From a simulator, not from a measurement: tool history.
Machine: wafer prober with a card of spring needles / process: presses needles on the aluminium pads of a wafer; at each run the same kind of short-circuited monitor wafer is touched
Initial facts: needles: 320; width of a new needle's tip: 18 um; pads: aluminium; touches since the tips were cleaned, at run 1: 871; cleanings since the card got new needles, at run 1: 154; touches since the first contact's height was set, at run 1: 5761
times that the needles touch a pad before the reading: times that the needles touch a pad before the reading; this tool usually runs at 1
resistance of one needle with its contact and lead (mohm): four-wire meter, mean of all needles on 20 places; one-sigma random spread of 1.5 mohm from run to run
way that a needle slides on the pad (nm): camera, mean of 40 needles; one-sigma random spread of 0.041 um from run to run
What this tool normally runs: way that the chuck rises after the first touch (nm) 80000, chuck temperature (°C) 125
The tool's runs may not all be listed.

run   hour  way that the chuck rises after the first touch (nm)  chuck temperature (°C)  times that the needles touch a pad before the reading  touches since the tips were cleaned  cleanings since the card got new needles  touches since the first contact's height was set  resistance of one needle with its contact and lead (mohm)  way that a needle slides on the pad (nm)
  1    0.0                                                80000                     125                                                      1                                  871                                       154                                              5761                                                        179                                     12550
      17.0  -- tips cleaned on abrasive film
      38.3  -- tips cleaned on abrasive film
      58.7  -- tips cleaned on abrasive film
      75.7  -- tips cleaned on abrasive film
  2   77.2                                                80000                     125                                                      1                                  435                                       158                                             27951                                                        166                                     12400
      93.9  -- tips cleaned on abrasive film
     110.9  -- tips cleaned on abrasive film
  3  127.3                                                80000                     125                                                      1                                 4740                                       160                                             42385                                                        224                                     12400
     131.7  -- tips cleaned on abrasive film
     148.7  -- tips cleaned on abrasive film
     169.5  -- tips cleaned on abrasive film
  4  173.8                                                80000                     125                                                      1                                 1229                                       163                                             55715                                                        192                                     12350
     187.0  -- tips cleaned on abrasive film
     208.0  -- tips cleaned on abrasive film
     228.0  -- tips cleaned on abrasive film
  5  238.0                                                80000                      48                                                      1                                 2903                                       166                                             74186                                                        209                                     12300
     246.3  -- tips cleaned on abrasive film
     267.4  -- tips cleaned on abrasive film
     288.4  -- tips cleaned on abrasive film
     305.4  -- tips cleaned on abrasive film
  6  315.9                                                80000                      48                                                      1                                 3036                                       170                                             96592                                                        222                                     12190
     324.5  -- tips cleaned on abrasive film
     341.5  -- tips cleaned on abrasive film
  7  350.4                                                80000                      48                                                      1                                 2573                                       172                                            106500                                                        210                                     12240
     355.0  -- height of the first contact set anew
     359.3  -- tips cleaned on abrasive film
     376.3  -- tips cleaned on abrasive film
     397.2  -- tips cleaned on abrasive film
  8  413.6                                                76000                     125                                                      1                                 4724                                       175                                             16852                                                        247                                     11530
     417.7  -- tips cleaned on abrasive film
     434.7  -- tips cleaned on abrasive film
     446.7  -- card fitted with new needles
     463.8  -- tips cleaned on abrasive film
     480.8  -- tips cleaned on abrasive film
  9  487.5                                                64000                      28                                                      1                                 1931                                         2                                             11711                                                        189                                      9990
     500.3  -- tips cleaned on abrasive film
     521.1  -- tips cleaned on abrasive film
     541.7  -- tips cleaned on abrasive film
 10  547.9                                                80000                      33                                                      1                                 1788                                         5                                             29071                                                        170                                     12450
     560.6  -- tips cleaned on abrasive film
     577.7  -- tips cleaned on abrasive film
     598.4  -- tips cleaned on abrasive film
     619.3  -- tips cleaned on abrasive film
 11  632.4                                                80000                     125                                                      2                                 3805                                         9                                             53395                                                        177                                     12330
     640.5  -- tips cleaned on abrasive film
     660.5  -- tips cleaned on abrasive film
     680.8  -- tips cleaned on abrasive film
 12  689.8                                                80000                      52                                                      2                                 2602                                        12                                             69890                                                        162                                     12310
     698.4  -- tips cleaned on abrasive film
     707.0  -- height of the first contact set anew, once more
     719.8  -- tips cleaned on abrasive film
     738.0  -- tips cleaned on abrasive film
 13  738.0                                                80000                      52                                                      2                                    0                                        15                                              8909                                                        134                                     12470
     757.6  -- tips cleaned on abrasive film
     778.9  -- tips cleaned on abrasive film
 14  791.9                                                64000                      78                                                      1                                 3755                                        17                                             24418                                                        218                                      9980
     796.2  -- tips cleaned on abrasive film
     813.3  -- tips cleaned on abrasive film
     830.3  -- tips cleaned on abrasive film
 15  840.2                                                64000                      55                                                      1                                 2874                                        20                                             38301                                                        214                                      9930
     848.8  -- tips cleaned on abrasive film
     865.8  -- tips cleaned on abrasive film
     886.5  -- tips cleaned on abrasive film
 16  898.4                                                64000                      55                                                      1                                 3464                                        23                                             55037                                                        220                                      9950

Branching from run 16: 4 alternative next runs. What would each branch give?
     907.0  -- tips cleaned on abrasive film
     927.5  -- tips cleaned on abrasive film
     948.2  -- tips cleaned on abrasive film
  A  955.5                                                77000                      55                                                      1                                 2112                                        26                                             71434                                                          ?                                         ?
     907.0  -- tips cleaned on abrasive film
     927.5  -- tips cleaned on abrasive film
     948.2  -- tips cleaned on abrasive film
  B  955.5                                                76000                      26                                                      1                                 2112                                        26                                             71434                                                          ?                                         ?
     907.0  -- tips cleaned on abrasive film
     927.5  -- tips cleaned on abrasive film
     948.2  -- tips cleaned on abrasive film
  C  955.5                                                97000                      25                                                      3                                 2112                                        26                                             71434                                                          ?                                         ?
     907.0  -- tips cleaned on abrasive film
     927.5  -- tips cleaned on abrasive film
     948.2  -- tips cleaned on abrasive film
  D  955.5                                                87000                      96                                                      1                                 2112                                        26                                             71434                                                          ?                                         ?

run  resistance of one needle with its contact and lead (mohm)  way that a needle slides on the pad (nm)
  A                                                        180                                     11820
  B                                                        182                                     11690
  C                                                        140                                     15000
  D                                                        175                                     13410
With the hidden condition removed and each run's random variation left untouched, the same runs would have given:
run  resistance of one needle with its contact and lead (mohm)  way that a needle slides on the pad (nm)
  A                                                        132                                     12040
  B                                                        131                                     11910
  C                                                        128                                     15220
  D                                                        139                                     13630
